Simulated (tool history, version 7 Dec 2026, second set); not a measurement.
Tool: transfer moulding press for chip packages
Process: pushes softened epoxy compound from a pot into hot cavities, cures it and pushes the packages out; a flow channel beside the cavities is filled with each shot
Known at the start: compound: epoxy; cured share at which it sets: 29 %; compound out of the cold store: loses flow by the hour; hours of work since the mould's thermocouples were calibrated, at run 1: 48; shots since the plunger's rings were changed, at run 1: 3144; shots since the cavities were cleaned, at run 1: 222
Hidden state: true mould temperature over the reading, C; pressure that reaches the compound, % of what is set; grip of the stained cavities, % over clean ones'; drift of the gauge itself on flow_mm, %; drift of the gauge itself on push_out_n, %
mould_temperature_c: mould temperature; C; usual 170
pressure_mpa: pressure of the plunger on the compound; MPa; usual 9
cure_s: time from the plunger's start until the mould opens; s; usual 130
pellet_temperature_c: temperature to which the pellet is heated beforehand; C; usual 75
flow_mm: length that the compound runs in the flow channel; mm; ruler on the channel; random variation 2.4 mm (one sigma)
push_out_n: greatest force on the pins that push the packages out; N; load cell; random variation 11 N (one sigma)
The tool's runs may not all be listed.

run     day  mould_temperature_c  pressure_mpa  cure_s  pellet_temperature_c  hours of work since the mould's thermocouples were calibrated  shots since the plunger's rings were changed  shots since the cavities were cleaned  incoming compound's hours out of the cold store  flow_mm  push_out_n
  1       0                  170             9     130                    75                                                             48                                          3144                                    222                                             25.4      765         621
  2   0.633                  170             9     130                    75                                                             59                                          3296                                    374                                             35.3      727         635
  3   1.788                  170          9.39     130                    75                                                             79                                          3572                                    650                                             11.1      832         706
  4   2.458                  170          9.39     130                    75                                                             90                                          3733                                    811                                             31.6      756         713
      2.892  -- cavities cleaned with cleaning compound and waxed
  5   3.129                  170          9.39     130                    75                                                            101                                          3879                                     57                                             13.5      822         836
  6   4.308                  170             9     140                    75                                                            121                                          4161                                    339                                             32.3      733         750
  7   5.475                  170          7.78     130                    75                                                            141                                          4440                                    618                                             24.4      710         868
  8   6.633                  170             9     128                    75                                                            161                                          4717                                    895                                             20.9      771         874
      6.754  -- cavities cleaned with cleaning compound and waxed
      7.038  -- plunger's sealing rings changed
  9   7.412                  170             9     130                    76                                                            171                                            91                                    134                                             44.3      709         584
      7.858  -- cavities cleaned with cleaning compound and waxed, once more
 10   8.308                  170             9     130                    76                                                            186                                           289                                    107                                             33.2      748         583
 11   9.096                  172             9     130                    76                                                            199                                           478                                    296                                             20.3      797         567
 12   9.954                  172             9     130                    76                                                            214                                           684                                    502                                             44.7      708         615
 13  10.946                  172             9     130                    82                                                            231                                           921                                    739                                             40.5      719         652
     11.754  -- cavities cleaned with cleaning compound and waxed
 14  11.796                  163             9     130                    82                                                            244                                          1110                                     10                                             22.3      801         875
 15  12.971                  163             9     130                    82                                                            265                                          1391                                    291                                             34.7      747         925
 16  13.708                  173          7.21     130                    75                                                            277                                          1567                                    467                                             26.2      687         579
 17    14.6                  170             9     130                    79                                                            292                                          1781                                    681                                               29      759         685
 18  15.429                  162          8.27     130                    75                                                            307                                          1980                                    880                                             28.1      741        1219
     15.633  -- cavities cleaned with cleaning compound and waxed
 19  16.304                  175          8.54     141                    71                                                            321                                          2175                                    161                                             44.1      676         477
 20  17.417                  175          8.54     141                    71                                                            340                                          2441                                    427                                             23.2      745         561
 21  18.071                  162         10.43     146                    71                                                            351                                          2597                                    583                                             14.5      890         974
 22  19.083                  162         10.22     146                    71                                                            368                                          2840                                    826                                             26.9      827         980
     19.508  -- cavities cleaned with cleaning compound and waxed
 23  19.704                  162         10.22     136                    68                                                            378                                          2973                                     47                                               23      840         858
 24  20.367                  174          7.92     117                    85                                                            389                                          3132                                    206                                             39.7      661         575
 25  21.512                  174          7.92     117                    85                                                            409                                          3407                                    481                                             18.8      729         648
 26   22.25                  174          9.55     117                    73                                                            422                                          3583                                    657                                               27      766         673
 27  22.958                  174          9.55     122                    69                                                            434                                          3753                                    827                                               44      703         659
     23.125  -- mould's thermocouples calibrated
     23.479  -- cavities cleaned with cleaning compound and waxed
 28  23.617                  174          9.55     122                    69                                                              7                                          3875                                     32                                             34.1      738         505

Hidden state at the last listed run before each entry between runs and at the first one after, where it differs:
Between runs 4 and 5: cavities cleaned with cleaning compound and waxed (day 2.892)
  true mould temperature over the reading, C: -0.48 -> -0.47; pressure that reaches the compound, % of what is set: 94.3 -> 94.06; grip of the stained cavities, % over clean ones': 39.6 -> 53.2
  measured less the result without the state, flow_mm: -21 -> -24 mm; push_out_n: +215 -> +304 N
Between runs 8 and 9: cavities cleaned with cleaning compound and waxed (day 6.754); plunger's sealing rings changed (day 7.038)
  true mould temperature over the reading, C: -0.42 -> -0.41; pressure that reaches the compound, % of what is set: 92.86 -> 99.46; grip of the stained cavities, % over clean ones': 58.8 -> 12.2
  measured less the result without the state, flow_mm: -29 -> -1 mm; push_out_n: +335 -> +73 N
Between runs 9 and 10: cavities cleaned with cleaning compound and waxed, once more (day 7.858)
  true mould temperature over the reading, C: -0.41 -> -0.4; pressure that reaches the compound, % of what is set: 99.46 -> 99.19; grip of the stained cavities, % over clean ones': 12.2 -> 9.5
  measured less the result without the state, flow_mm: -1 -> -2 mm; push_out_n: +73 -> +60 N
Between runs 13 and 14: cavities cleaned with cleaning compound and waxed (day 11.754)
  true mould temperature over the reading, C: -0.36 -> -0.34; pressure that reaches the compound, % of what is set: 98.26 -> 97.97; grip of the stained cavities, % over clean ones': 36.5 -> 0.7
  measured less the result without the state, flow_mm: -6 -> -7 mm; push_out_n: +179 -> +28 N
Between runs 18 and 19: cavities cleaned with cleaning compound and waxed (day 15.633)
  true mould temperature over the reading, C: -0.28 -> -0.27; pressure that reaches the compound, % of what is set: 96.69 -> 96.38; grip of the stained cavities, % over clean ones': 40.2 -> 13.5
  measured less the result without the state, flow_mm: -12 -> -12 mm; push_out_n: +371 -> +58 N
Between runs 22 and 23: cavities cleaned with cleaning compound and waxed (day 19.508)
  true mould temperature over the reading, C: -0.23 -> -0.22; pressure that reaches the compound, % of what is set: 95.41 -> 95.22; grip of the stained cavities, % over clean ones': 40 -> 4.1
  measured less the result without the state, flow_mm: -19 -> -20 mm; push_out_n: +290 -> +47 N
Between runs 27 and 28: mould's thermocouples calibrated (day 23.125); cavities cleaned with cleaning compound and waxed (day 23.479)
  true mould temperature over the reading, C: -0.17 -> 0.27; pressure that reaches the compound, % of what is set: 94.11 -> 93.94; grip of the stained cavities, % over clean ones': 38.3 -> 3.1
  measured less the result without the state, flow_mm: -21 -> -24 mm; push_out_n: +185 -> +10 N
